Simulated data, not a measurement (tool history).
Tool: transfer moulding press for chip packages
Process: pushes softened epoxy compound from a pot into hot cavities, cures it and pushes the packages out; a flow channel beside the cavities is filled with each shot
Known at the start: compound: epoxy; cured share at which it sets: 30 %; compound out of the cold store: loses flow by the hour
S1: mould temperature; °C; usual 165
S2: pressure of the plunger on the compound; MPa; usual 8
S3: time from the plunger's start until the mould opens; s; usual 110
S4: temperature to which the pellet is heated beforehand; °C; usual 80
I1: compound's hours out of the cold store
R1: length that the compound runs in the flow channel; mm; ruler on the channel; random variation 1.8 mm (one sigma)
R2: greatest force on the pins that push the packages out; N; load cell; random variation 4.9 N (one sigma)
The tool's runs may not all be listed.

run 1 hour=0 | S1=165 S2=8 S3=110 S4=80 | I1=23.3 | R1=625 R2=338
run 2 hour=28 | S1=165 S2=8 S3=110 S4=89 | I1=13.8 | R1=643 R2=374
-- hour=31.8 cavities cleaned with cleaning compound and waxed
-- hour=53.1 plunger's sealing rings changed
run 3 hour=59.9 | S1=165 S2=8 S3=110 S4=89 | I1=29.6 | R1=633 R2=336
run 4 hour=84.6 | S1=165 S2=8 S3=130 S4=80 | I1=37.1 | R1=619 R2=319
-- hour=90.8 cavities cleaned with cleaning compound and waxed
run 5 hour=112.7 | S1=165 S2=8 S3=130 S4=80 | I1=24.2 | R1=638 R2=290
run 6 hour=133.6 | S1=165 S2=8 S3=130 S4=80 | I1=20.5 | R1=646 R2=317
-- hour=146.8 cavities cleaned with cleaning compound and waxed
run 7 hour=158.1 | S1=165 S2=8 S3=130 S4=80 | I1=9.9 | R1=660 R2=270
run 8 hour=189.6 | S1=165 S2=8 S3=130 S4=80 | I1=12.5 | R1=657 R2=310
-- hour=203.6 cavities cleaned with cleaning compound and waxed
run 9 hour=220.5 | S1=165 S2=8 S3=110 S4=80 | I1=11.8 | R1=652 R2=323
run 10 hour=247 | S1=165 S2=8 S3=92 S4=80 | I1=36.8 | R1=604 R2=474
-- hour=251.9 mould's thermocouples calibrated
-- hour=260.9 cavities cleaned with cleaning compound and waxed
run 11 hour=264.5 | S1=165 S2=8 S3=126 S4=70 | I1=14.1 | R1=643 R2=267
run 12 hour=285.5 | S1=166 S2=6.22 S3=96 S4=80 | I1=41 | R1=519 R2=374
run 13 hour=303.9 | S1=158 S2=6.22 S3=96 S4=85 | I1=32.3 | R1=556 R2=756
-- hour=316.9 cavities cleaned with cleaning compound and waxed
run 14 hour=328.7 | S1=158 S2=6.22 S3=96 S4=85 | I1=20.8 | R1=574 R2=671
-- hour=352.6 plunger's sealing rings changed
run 15 hour=359.5 | S1=165 S2=6.02 S3=131 S4=72 | I1=43.4 | R1=529 R2=304
-- hour=374.7 cavities cleaned with cleaning compound and waxed
run 16 hour=392.5 | S1=165 S2=6.02 S3=101 S4=72 | I1=32.8 | R1=545 R2=364
-- hour=403.6 mould's thermocouples calibrated, once more
run 17 hour=410.5 | S1=165 S2=6.02 S3=114 S4=72 | I1=21.3 | R1=565 R2=344

Forecast each of these 3 alternatives for the next run:
-- hour=432.8 cavities cleaned with cleaning compound and waxed
run A hour=439.5 | S1=165 S2=6.18 S3=141 S4=78 | I1=38.3 | R1=? R2=?
-- hour=432.8 cavities cleaned with cleaning compound and waxed
run B hour=439.5 | S1=164 S2=6.02 S3=114 S4=74 | I1=31.6 | R1=? R2=?
-- hour=432.8 cavities cleaned with cleaning compound and waxed
run C hour=439.5 | S1=173 S2=8.44 S3=110 S4=83 | I1=34.9 | R1=? R2=?

run=A R1=540 R2=251
run=B R1=547 R2=305
run=C R1=609 R2=257
Without the tool's hidden state the same runs would have given:
run=A R1=546 R2=236
run=B R1=553 R2=284
run=C R1=615 R2=243

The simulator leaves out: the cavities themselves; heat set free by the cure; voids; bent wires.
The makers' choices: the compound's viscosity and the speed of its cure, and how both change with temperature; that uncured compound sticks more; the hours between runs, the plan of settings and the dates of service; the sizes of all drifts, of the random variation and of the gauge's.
